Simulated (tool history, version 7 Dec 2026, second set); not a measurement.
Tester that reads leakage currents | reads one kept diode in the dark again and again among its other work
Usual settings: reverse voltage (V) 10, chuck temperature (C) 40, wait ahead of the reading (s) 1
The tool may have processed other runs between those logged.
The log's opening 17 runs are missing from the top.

run	day	reverse voltage (V)	chuck temperature (C)	wait ahead of the reading (s)	hours of work since the probe card was cleaned	hours of work since the tester was calibrated	hours of work since the chuck was calibrated	current that the tester gives (pA)
18	41.283	2.4	40	1	450	2189	782	475.69
19	43.029	2.4	40	1	484	2222	816	475.92
# day 46.192: chuck's temperature calibrated
20	46.425	2.4	40	1.69	547	2285	4	544.13
21	48.671	3.4	40	1	589	2328	47	619.2
22	51.412	3.4	40	1.05	641	2380	99	614.57
23	54.296	9.3	46	0.43	696	2435	154	1465.44
24	56.079	9.3	46	0.43	730	2469	188	1459.76
25	59	5.5	44	1.92	786	2524	243	995.27
26	61.558	1.2	24	1.92	834	2573	292	94.22
27	64.662	1.2	24	1.92	893	2632	351	93.48
28	67.596	1.2	24	1.92	949	2688	407	92.16
29	70.679	16.5	59	1.86	1008	2746	465	4770.9
30	72.354	16.5	59	1.86	1039	2778	497	4744.65
31	73.817	13.1	26	0.33	1067	2806	525	281.42
32	75.717	13.1	26	0.33	1103	2842	561	280.42
33	78.733	4.3	26	0.62	1161	2899	619	175.02
34	82.033	9.2	33	2.51	1224	2962	681	438.31
35	83.871	9.2	47	1	1258	2997	716	1413.54
36	85.838	9.2	47	1	1296	3034	754	1412.46
37	88.262	2.5	47	8.93	1342	3081	800	846.24
38	91.417	2.5	47	8.93	1402	3141	860	839.18

Run 39 is up next; what results do you expect?
# day 92.292: chuck's temperature calibrated
39	93.279	4.9	47	5.92	1436	3174	19	?

{"run 39": {"current that the tester gives (pA)": 1287.72}}
With the hidden condition absent and the run-to-run variation left alone, this run would have shown current that the tester gives (pA) 1296.64.

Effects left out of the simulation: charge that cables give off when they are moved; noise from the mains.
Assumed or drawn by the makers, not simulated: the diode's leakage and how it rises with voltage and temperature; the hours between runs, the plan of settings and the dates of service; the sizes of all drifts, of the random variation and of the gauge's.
